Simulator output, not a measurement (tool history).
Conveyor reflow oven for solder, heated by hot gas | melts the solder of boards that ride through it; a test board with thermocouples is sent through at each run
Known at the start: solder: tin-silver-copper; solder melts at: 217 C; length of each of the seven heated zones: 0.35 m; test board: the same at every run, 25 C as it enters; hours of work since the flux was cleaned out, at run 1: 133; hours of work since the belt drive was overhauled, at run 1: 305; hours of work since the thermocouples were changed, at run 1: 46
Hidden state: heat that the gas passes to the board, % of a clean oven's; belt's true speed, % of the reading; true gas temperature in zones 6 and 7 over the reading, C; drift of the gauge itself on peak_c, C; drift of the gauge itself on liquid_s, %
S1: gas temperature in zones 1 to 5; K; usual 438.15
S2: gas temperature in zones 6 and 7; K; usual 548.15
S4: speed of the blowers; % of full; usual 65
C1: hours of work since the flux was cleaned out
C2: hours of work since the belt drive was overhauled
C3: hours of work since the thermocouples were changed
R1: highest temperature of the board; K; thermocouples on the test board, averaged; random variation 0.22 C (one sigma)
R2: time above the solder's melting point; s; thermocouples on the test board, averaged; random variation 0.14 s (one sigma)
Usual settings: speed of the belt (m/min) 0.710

run 1 hour=0.0 | S1=438.15 S2=548.15 speed_of_the_belt_(m/min)=0.710 S4=65 | C1=133 C2=305 C3=46 | R1=529.05 R2=43.7
run 2 hour=16.8 | S1=438.15 S2=548.15 speed_of_the_belt_(m/min)=0.710 S4=65 | C1=142 C2=314 C3=55 | R1=528.85 R2=43.8
run 3 hour=33.3 | S1=438.15 S2=548.15 speed_of_the_belt_(m/min)=0.741 S4=65 | C1=150 C2=323 C3=64 | R1=527.05 R2=40.6
run 4 hour=54.5 | S1=438.15 S2=548.15 speed_of_the_belt_(m/min)=0.741 S4=65 | C1=162 C2=334 C3=75 | R1=527.15 R2=40.5
run 5 hour=77.4 | S1=438.15 S2=548.15 speed_of_the_belt_(m/min)=0.741 S4=65 | C1=174 C2=346 C3=87 | R1=527.25 R2=40.7
run 6 hour=98.2 | S1=436.15 S2=548.15 speed_of_the_belt_(m/min)=0.710 S4=65 | C1=185 C2=357 C3=98 | R1=528.15 R2=42.5
run 7 hour=113.7 | S1=427.15 S2=548.15 speed_of_the_belt_(m/min)=0.710 S4=65 | C1=193 C2=365 C3=106 | R1=526.85 R2=40.1
run 8 hour=137.4 | S1=427.15 S2=548.15 speed_of_the_belt_(m/min)=0.689 S4=65 | C1=206 C2=378 C3=119 | R1=527.45 R2=42.0
run 9 hour=150.7 | S1=438.15 S2=548.15 speed_of_the_belt_(m/min)=0.710 S4=65 | C1=213 C2=385 C3=126 | R1=528.25 R2=43.3
run 10 hour=172.1 | S1=438.15 S2=548.15 speed_of_the_belt_(m/min)=0.710 S4=65 | C1=224 C2=396 C3=137 | R1=528.35 R2=43.4
run 11 hour=187.8 | S1=438.15 S2=548.15 speed_of_the_belt_(m/min)=0.708 S4=65 | C1=232 C2=405 C3=146 | R1=528.85 R2=43.6
run 12 hour=209.8 | S1=438.15 S2=548.15 speed_of_the_belt_(m/min)=0.708 S4=65 | C1=244 C2=416 C3=157 | R1=528.25 R2=43.5
run 13 hour=235.3 | S1=438.15 S2=548.15 speed_of_the_belt_(m/min)=0.710 S4=65 | C1=258 C2=430 C3=171 | R1=528.15 R2=43.1
run 14 hour=261.0 | S1=438.15 S2=548.15 speed_of_the_belt_(m/min)=0.710 S4=65 | C1=271 C2=444 C3=185 | R1=528.25 R2=43.3
run 15 hour=285.2 | S1=449.15 S2=548.15 speed_of_the_belt_(m/min)=0.710 S4=65 | C1=284 C2=456 C3=197 | R1=529.65 R2=47.1
run 16 hour=313.6 | S1=449.15 S2=548.15 speed_of_the_belt_(m/min)=0.710 S4=65 | C1=299 C2=472 C3=212 | R1=529.55 R2=46.9
run 17 hour=340.3 | S1=438.15 S2=563.15 speed_of_the_belt_(m/min)=0.812 S4=65 | C1=313 C2=486 C3=227 | R1=534.45 R2=39.8
run 18 hour=356.3 | S1=438.15 S2=555.15 speed_of_the_belt_(m/min)=0.779 S4=65 | C1=322 C2=494 C3=235 | R1=529.65 R2=39.4
run 19 hour=376.9 | S1=438.15 S2=555.15 speed_of_the_belt_(m/min)=0.809 S4=65 | C1=333 C2=505 C3=246 | R1=527.75 R2=36.9
run 20 hour=397.6 | S1=438.15 S2=554.15 speed_of_the_belt_(m/min)=0.710 S4=69 | C1=344 C2=516 C3=257 | R1=533.85 R2=46.0
-- hour=408.6 flux residue cleaned out of gas plates and filters
run 21 hour=425.5 | S1=450.15 S2=551.15 speed_of_the_belt_(m/min)=0.710 S4=65 | C1=9 C2=528 C3=269 | R1=535.05 R2=49.8
run 22 hour=449.9 | S1=450.15 S2=551.15 speed_of_the_belt_(m/min)=0.710 S4=65 | C1=22 C2=541 C3=282 | R1=534.95 R2=49.5
run 23 hour=467.7 | S1=450.15 S2=551.15 speed_of_the_belt_(m/min)=0.710 S4=65 | C1=31 C2=551 C3=292 | R1=534.85 R2=49.7
run 24 hour=490.5 | S1=450.15 S2=544.15 speed_of_the_belt_(m/min)=0.707 S4=67 | C1=44 C2=563 C3=304 | R1=529.55 R2=47.5
run 25 hour=514.7 | S1=430.15 S2=556.15 speed_of_the_belt_(m/min)=0.826 S4=69 | C1=56 C2=576 C3=317 | R1=530.55 R2=36.3
run 26 hour=527.6 | S1=430.15 S2=556.15 speed_of_the_belt_(m/min)=0.826 S4=69 | C1=63 C2=583 C3=323 | R1=530.45 R2=36.4
run 27 hour=545.1 | S1=430.15 S2=556.15 speed_of_the_belt_(m/min)=0.609 S4=69 | C1=73 C2=592 C3=333 | R1=542.65 R2=56.8

Forecast run 28:
run 28 hour=569.5 | S1=438.15 S2=551.15 speed_of_the_belt_(m/min)=0.766 S4=65 | C1=85 C2=605 C3=346 | R1=? R2=?

Run 28 gave R1 529.15 K, R2 40.4 s.
Without the tool's hidden state the same run would have given R1 529.85 K, R2 40.6 s.
